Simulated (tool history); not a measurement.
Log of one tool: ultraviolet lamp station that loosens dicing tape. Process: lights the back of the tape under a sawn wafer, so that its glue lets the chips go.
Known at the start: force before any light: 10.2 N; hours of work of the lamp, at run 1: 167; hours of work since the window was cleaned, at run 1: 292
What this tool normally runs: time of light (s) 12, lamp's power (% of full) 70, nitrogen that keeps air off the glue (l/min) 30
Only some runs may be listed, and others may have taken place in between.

run,hour,time of light (s),lamp's power (% of full),nitrogen that keeps air off the glue (l/min),hours of work of the lamp,hours of work since the window was cleaned,force that peels the tape off (N),light that reached the tape (J/m2)
1,0,12,70,30,167,292,1.404,2970
2,58.4,12,70,30,197,322,1.423,2870
3,118.8,12,70,30,227,352,1.51,2850
4,164.7,12,70,30,250,375,1.487,2820
5,212.4,12,70,30,274,399,1.497,2820
6,271.6,12,68,30,304,429,1.637,2710
7,308.1,12,68,30,322,447,1.667,2650
8,353.7,13,70,30,345,470,1.387,2950
9,394.8,13,70,30,365,490,1.374,2900
10,444.8,13,70,30,390,515,1.468,2880
11,478.8,12,65,30,408,532,1.883,2450
12,537.6,12,93,30,437,562,1.029,3420
13,579.5,11,78,30,458,583,1.704,2600
14,638.6,11,78,30,488,613,1.759,2640
# hour 685.1: window cleaned of glue's vapour
15,685.1,11,78,30,511,0,1.857,2480
16,719.6,7,74,30,528,17,3.563,1500
17,760.7,12,70,12,549,38,2.892,2370
18,817.5,12,70,12,577,66,2.944,2340
# hour 860.4: window cleaned of glue's vapour, once more
19,860.9,12,70,12,599,0,2.57,2610

Predict the results of run 20:
20,888.1,12,70,12,612,14,?,?

{"run 20": {"force that peels the tape off (N)": 2.584, "light that reached the tape (J/m2)": 2600}}
With no hidden state in the tool, this same run would have given force that peels the tape off (N) 1.836, light that reached the tape (J/m2) 3270.
